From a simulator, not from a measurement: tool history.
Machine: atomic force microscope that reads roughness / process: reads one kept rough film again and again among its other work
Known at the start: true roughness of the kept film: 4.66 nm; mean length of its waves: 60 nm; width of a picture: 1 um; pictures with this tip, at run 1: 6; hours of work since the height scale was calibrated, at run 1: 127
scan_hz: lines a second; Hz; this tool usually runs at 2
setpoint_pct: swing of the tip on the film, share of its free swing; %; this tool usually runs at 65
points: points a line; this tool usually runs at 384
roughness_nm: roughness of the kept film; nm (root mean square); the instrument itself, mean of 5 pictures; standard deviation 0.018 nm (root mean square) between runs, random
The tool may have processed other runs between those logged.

run	hour	scan_hz	setpoint_pct	points	pictures with this tip	hours of work since the height scale was calibrated	roughness_nm
1	0	2	65	384	6	127	4.267
2	18.7	2	65	384	40	140	4.204
3	31.7	2	65	384	64	149	4.197
4	52.6	2	65	384	102	163	4.138
5	72.5	2	65	384	138	176	4.095
6	88	2	65	384	166	187	4.024
7	109.7	2	65	384	206	201	3.979
8	120.1	1.91	90	384	225	208	3.573
# hour 125.3: new tip fitted
9	142.5	0.93	88	311	32	223	4.131
10	163.7	0.63	68	272	70	238	4.275
11	180.9	2	72	384	101	249	4.033

Hidden state at the last listed run before each entry between runs and at the first one after, where it differs:
Run 8 -> run 9: new tip fitted (hour 125.3)
  radius of the tip, nm: 22.4 -> 9.7; height scale over the true one, %: -0.22 -> -0.23
  measured value less the no-hidden-state value, roughness_nm: -0.279 -> -0.066 nm (root mean square)
